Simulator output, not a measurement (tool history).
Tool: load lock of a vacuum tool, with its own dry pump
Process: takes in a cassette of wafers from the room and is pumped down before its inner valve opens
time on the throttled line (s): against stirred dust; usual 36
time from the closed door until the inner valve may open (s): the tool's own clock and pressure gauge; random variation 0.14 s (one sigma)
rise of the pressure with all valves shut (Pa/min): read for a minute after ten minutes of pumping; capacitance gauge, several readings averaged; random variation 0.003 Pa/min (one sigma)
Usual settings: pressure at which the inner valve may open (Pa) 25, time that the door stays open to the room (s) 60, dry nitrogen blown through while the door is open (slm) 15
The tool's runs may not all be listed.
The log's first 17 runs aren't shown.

run     hour  time on the throttled line (s)  pressure at which the inner valve may open (Pa)  time that the door stays open to the room (s)  dry nitrogen blown through while the door is open (slm)  hours that the pump has run since its overhaul  times that the door has closed on its seal  incoming humidity of the room's air, %  time from the closed door until the inner valve may open (s)  rise of the pressure with all valves shut (Pa/min)
 18   7667.1                              36                                               29                                             60                                                       15                                           18808                                       19788                                    42.4                                                          58.3                                               0.081
 19   8186.1                              58                                               25                                             36                                                       15                                           19327                                       20468                                      42                                                          78.2                                               0.074
 20   8461.2                              32                                               41                                             33                                                        8                                           19602                                       20828                                    45.5                                                          53.8                                               0.076
 21   8945.3                              32                                               41                                             33                                                        8                                           20086                                       21462                                    46.5                                                          53.9                                                0.08
 22   9227.2                              32                                               41                                             33                                                        8                                           20368                                       21832                                    41.9                                                          53.8                                               0.086
      9429.7  -- dry pump taken out, an overhauled one fitted
 23   9709.3                              32                                               41                                             33                                                        8                                             280                                       22455                                    47.2                                                          51.5                                               0.086
 24  10001.3                              36                                               25                                             60                                                        4                                             572                                       22838                                    42.5                                                          56.6                                               0.109
 25  10369.9                              36                                               25                                             60                                                        4                                             940                                       23321                                    47.3                                                          56.4                                               0.117
 26  10761.3                              19                                               40                                             60                                                        4                                            1332                                       23833                                    43.2                                                          40.2                                                0.11
 27  11187.8                              58                                               36                                             60                                                       14                                            1758                                       24392                                    45.2                                                          75.1                                               0.092
 28  11474.3                              35                                               25                                             48                                                       38                                            2045                                       24767                                      47                                                          55.7                                               0.075

Run 29 comes next. What will it give?
 29  12016.8                              35                                               25                                             48                                                       38                                            2587                                       25478                                    45.3                                                             ?                                                   ?

{"run 29": {"time from the closed door until the inner valve may open (s)": 55.7, "rise of the pressure with all valves shut (Pa/min)": 0.086}}
Without the tool's hidden state the same run would have given time from the closed door until the inner valve may open (s) 55.2, rise of the pressure with all valves shut (Pa/min) 0.028.
